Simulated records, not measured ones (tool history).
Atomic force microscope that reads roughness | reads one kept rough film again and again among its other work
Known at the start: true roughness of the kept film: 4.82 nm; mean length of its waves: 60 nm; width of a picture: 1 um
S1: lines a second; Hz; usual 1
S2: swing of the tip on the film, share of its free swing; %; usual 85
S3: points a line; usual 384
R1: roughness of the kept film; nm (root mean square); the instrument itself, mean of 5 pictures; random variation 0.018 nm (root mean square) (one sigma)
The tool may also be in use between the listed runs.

run 1 hour=0 | S1=1 S2=85 S3=384 | R1=4.266
run 2 hour=9 | S1=2.91 S2=85 S3=384 | R1=3.79
run 3 hour=21.9 | S1=2.91 S2=85 S3=384 | R1=3.742
run 4 hour=29.8 | S1=2.91 S2=85 S3=384 | R1=3.69
run 5 hour=37.6 | S1=2.91 S2=85 S3=384 | R1=3.694
run 6 hour=50.4 | S1=2.91 S2=85 S3=384 | R1=3.676
-- hour=52 height scale calibrated on a step standard
run 7 hour=56.8 | S1=1 S2=85 S3=384 | R1=4.045
run 8 hour=64 | S1=1.47 S2=65 S3=717 | R1=4.114
run 9 hour=72.4 | S1=1.18 S2=65 S3=717 | R1=4.138
run 10 hour=78.9 | S1=1 S2=71 S3=726 | R1=4.058
run 11 hour=87.5 | S1=1 S2=69 S3=830 | R1=4.1
run 12 hour=94.5 | S1=1 S2=69 S3=830 | R1=4.039
run 13 hour=104.6 | S1=1 S2=81 S3=429 | R1=3.904

5 ways to go on from here, each from the tool as it stands after run 13. What would each give?
-- hour=115.6 height scale calibrated on a step standard, once more
run A hour=118 | S1=1.01 S2=81 S3=419 | R1=?
-- hour=115.6 height scale calibrated on a step standard, once more
run B hour=118 | S1=0.56 S2=84 S3=462 | R1=?
-- hour=115.6 height scale calibrated on a step standard, once more
run C hour=118 | S1=1 S2=79 S3=968 | R1=?
-- hour=115.6 height scale calibrated on a step standard, once more
run D hour=118 | S1=2.09 S2=85 S3=346 | R1=?
-- hour=115.6 height scale calibrated on a step standard, once more
run E hour=118 | S1=1.11 S2=63 S3=546 | R1=?

run=A R1=3.88
run=B R1=3.942
run=C R1=3.9
run=D R1=3.579
run=E R1=3.973
Without the tool's hidden state the same runs would have given:
run=A R1=4.343
run=B R1=4.413
run=C R1=4.366
run=D R1=4.007
run=E R1=4.448
